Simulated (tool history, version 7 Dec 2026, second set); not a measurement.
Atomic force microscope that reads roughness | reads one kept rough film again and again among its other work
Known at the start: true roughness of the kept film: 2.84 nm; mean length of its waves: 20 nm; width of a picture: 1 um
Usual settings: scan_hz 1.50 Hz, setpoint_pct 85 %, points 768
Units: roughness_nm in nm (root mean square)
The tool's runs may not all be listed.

Run 1, hour 0.0: usual settings. Result: roughness_nm 2.090 nm (root mean square).
Run 2, hour 24.6: usual settings but scan_hz 3.83 Hz. Result: roughness_nm 1.651 nm (root mean square).
At hour 54.0: new tip fitted.
Run 3, hour 83.2: usual settings but scan_hz 0.57 Hz. Result: roughness_nm 2.097 nm (root mean square).
Run 4, hour 119.2: usual settings but scan_hz 0.57 Hz. Result: roughness_nm 1.828 nm (root mean square).
At hour 133.5: new tip fitted.
Run 5, hour 147.0: usual settings but points 322. Result: roughness_nm 2.097 nm (root mean square).
Run 6, hour 175.9: usual settings but points 322. Result: roughness_nm 1.854 nm (root mean square).
At hour 212.8: new tip fitted.
Run 7, hour 230.0: usual settings but points 322. Result: roughness_nm 2.111 nm (root mean square).
Run 8, hour 276.1: usual settings but setpoint_pct 86 %. Result: roughness_nm 1.745 nm (root mean square).
At hour 291.2: new tip fitted.
Run 9, hour 308.1: usual settings but setpoint_pct 86 %. Result: roughness_nm 2.115 nm (root mean square).
Run 10, hour 343.1: usual settings but points 769. Result: roughness_nm 1.831 nm (root mean square).
At hour 371.3: new tip fitted.
Run 11, hour 392.7: usual settings but points 769. Result: roughness_nm 2.059 nm (root mean square).
Run 12, hour 424.9: usual settings but points 769. Result: roughness_nm 1.803 nm (root mean square).
At hour 449.6: new tip fitted.
Run 13, hour 467.3: usual settings but points 769. Result: roughness_nm 2.110 nm (root mean square).
Run 14, hour 524.6: usual settings but points 769. Result: roughness_nm 1.683 nm (root mean square).
At hour 530.3: new tip fitted.
Run 15, hour 576.7: usual settings but points 769. Result: roughness_nm 1.911 nm (root mean square).
Run 16, hour 603.1: usual settings but scan_hz 2.08 Hz. Result: roughness_nm 1.661 nm (root mean square).
At hour 608.1: new tip fitted.
At hour 609.1: height scale calibrated on a step standard.
Run 17, hour 639.6: usual settings but scan_hz 2.08 Hz. Result: roughness_nm 1.944 nm (root mean square).
At hour 687.4: new tip fitted.
Run 18, hour 689.2: usual settings but scan_hz 2.08 Hz, points 640. Result: roughness_nm 2.206 nm (root mean square).
Run 19, hour 714.0: usual settings but setpoint_pct 82 %, points 884. Result: roughness_nm 2.055 nm (root mean square).
Run 20, hour 742.2: usual settings but setpoint_pct 82 %, points 884. Result: roughness_nm 1.870 nm (root mean square).
At hour 765.2: new tip fitted.
Run 21, hour 780.8: usual settings but setpoint_pct 61 %, points 884. Result: roughness_nm 2.292 nm (root mean square).
Run 22, hour 806.2: usual settings but scan_hz 1.77 Hz, setpoint_pct 78 %, points 821. Result: roughness_nm 1.937 nm (root mean square).
At hour 842.5: new tip fitted.
Run 23, hour 853.6: usual settings but scan_hz 1.77 Hz, setpoint_pct 78 %, points 821. Result: roughness_nm 2.217 nm (root mean square).
Run 24, hour 914.2: usual settings but scan_hz 0.52 Hz, setpoint_pct 56 %, points 526. Result: roughness_nm 1.829 nm (root mean square).
At hour 919.5: new tip fitted.
At hour 959.2: height scale calibrated on a step standard, once more.
Run 25, hour 974.1: usual settings but scan_hz 0.52 Hz, setpoint_pct 56 %, points 526. Result: roughness_nm 1.937 nm (root mean square).
At hour 999.4: new tip fitted.
Run 26, hour 1026.4: usual settings but scan_hz 0.52 Hz, setpoint_pct 56 %, points 526. Result: roughness_nm 2.161 nm (root mean square).
Run 27, hour 1057.3: usual settings but scan_hz 0.83 Hz, setpoint_pct 75 %, points 686. Result: roughness_nm 1.880 nm (root mean square).
At hour 1077.9: new tip fitted.
Run 28, hour 1094.0: usual settings but scan_hz 2.06 Hz, setpoint_pct 61 %. Result: roughness_nm 2.220 nm (root mean square).
Run 29, hour 1118.6: usual settings but scan_hz 2.06 Hz, setpoint_pct 61 %. Result: roughness_nm 1.992 nm (root mean square).
At hour 1154.9: new tip fitted.
Run 30, hour 1164.4: usual settings but scan_hz 2.74 Hz, setpoint_pct 56 %, points 536. Result: roughness_nm 2.243 nm (root mean square).
Run 31, hour 1193.3: usual settings but scan_hz 0.67 Hz, setpoint_pct 65 %, points 856. Result: roughness_nm 2.025 nm (root mean square).
Run 32, hour 1223.7: usual settings but scan_hz 2.10 Hz. Result: roughness_nm 1.620 nm (root mean square).
At hour 1232.0: new tip fitted.
Run 33, hour 1281.5: usual settings but scan_hz 2.54 Hz, points 697. Result: roughness_nm 1.724 nm (root mean square).
At hour 1308.9: new tip fitted.
Run 34, hour 1341.8: usual settings but scan_hz 0.68 Hz. Result: roughness_nm 1.973 nm (root mean square).
Run 35, hour 1371.6: usual settings but scan_hz 0.81 Hz, setpoint_pct 59 %, points 615. Result: roughness_nm 1.846 nm (root mean square).

4 ways to go on from here, each from the tool as it stands after run 35. What would each give?
At hour 1387.9: new tip fitted.
Run A, hour 1417.7: usual settings but scan_hz 1.33 Hz, setpoint_pct 75 %, points 283. Result: roughness_nm ?.
At hour 1387.9: new tip fitted.
Run B, hour 1417.7: usual settings but scan_hz 3.71 Hz, setpoint_pct 59 %, points 615. Result: roughness_nm ?.
At hour 1387.9: new tip fitted.
Run C, hour 1417.7: usual settings but scan_hz 0.84 Hz, setpoint_pct 67 %, points 402. Result: roughness_nm ?.
At hour 1387.9: new tip fitted.
Run D, hour 1417.7: usual settings but scan_hz 0.76 Hz, setpoint_pct 60 %, points 264. Result: roughness_nm ?.

run  roughness_nm
  A         1.986
  B         2.024
  C         2.072
  D         2.069
Without the tool's hidden state the same runs would have given:
run  roughness_nm
  A         2.294
  B         2.340
  C         2.394
  D         2.391

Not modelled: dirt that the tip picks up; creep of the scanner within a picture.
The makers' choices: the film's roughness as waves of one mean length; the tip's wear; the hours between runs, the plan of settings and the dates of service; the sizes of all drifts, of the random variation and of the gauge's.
